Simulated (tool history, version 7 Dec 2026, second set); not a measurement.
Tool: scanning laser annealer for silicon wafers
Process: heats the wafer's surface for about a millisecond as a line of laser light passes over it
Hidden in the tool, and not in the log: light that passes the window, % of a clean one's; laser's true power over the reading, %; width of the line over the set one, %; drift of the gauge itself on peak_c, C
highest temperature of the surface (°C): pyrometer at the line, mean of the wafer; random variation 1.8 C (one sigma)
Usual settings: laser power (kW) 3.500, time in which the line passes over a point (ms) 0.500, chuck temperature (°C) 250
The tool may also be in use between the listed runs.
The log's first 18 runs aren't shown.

run,hour,laser power (kW),time in which the line passes over a point (ms),chuck temperature (°C),hours of work since the window was cleaned,hours of work since the power meter was calibrated,hours of work since the optics were aligned,highest temperature of the surface (°C)
19,1289.6,3.101,0.521,250,653,2536,885,889
20,1369.6,3.101,0.521,250,707,2590,939,887
21,1426.7,3.734,0.424,250,745,2628,978,995
22,1487.9,3.433,0.424,222,787,2670,1019,878
23,1543.4,3.474,0.494,218,824,2707,1056,933
# hour 1580.5: window over the wafer cleaned
24,1600.6,3.640,0.448,214,14,2744,1093,982
# hour 1647.6: optics aligned, line set to its width
25,1693.4,3.640,0.363,245,73,2804,31,946
26,1737.6,3.640,0.363,245,103,2833,61,947
27,1823.5,3.640,0.363,245,160,2891,119,942
28,1890.5,3.588,0.363,232,206,2936,164,910
29,1961.1,3.393,0.488,250,253,2984,211,970
30,2013.7,3.652,0.521,268,289,3020,247,1088
31,2099.4,3.090,0.500,250,346,3077,305,881
32,2144.2,3.500,0.371,248,377,3108,335,901
33,2201.2,3.500,0.371,248,415,3146,373,903
34,2252.3,3.500,0.360,232,450,3180,408,875

3 ways to go on from here, each from the tool as it stands after run 34. What would each give?
A,2352.5,3.500,0.500,241,517,3248,475,?
B,2352.5,3.500,0.615,234,517,3248,475,?
C,2352.5,3.500,0.366,281,517,3248,475,?

run,highest temperature of the surface (°C)
A,981
B,1050
C,923
Without the tool's hidden state the same runs would have given:
run,highest temperature of the surface (°C)
A,1045
B,1120
C,979

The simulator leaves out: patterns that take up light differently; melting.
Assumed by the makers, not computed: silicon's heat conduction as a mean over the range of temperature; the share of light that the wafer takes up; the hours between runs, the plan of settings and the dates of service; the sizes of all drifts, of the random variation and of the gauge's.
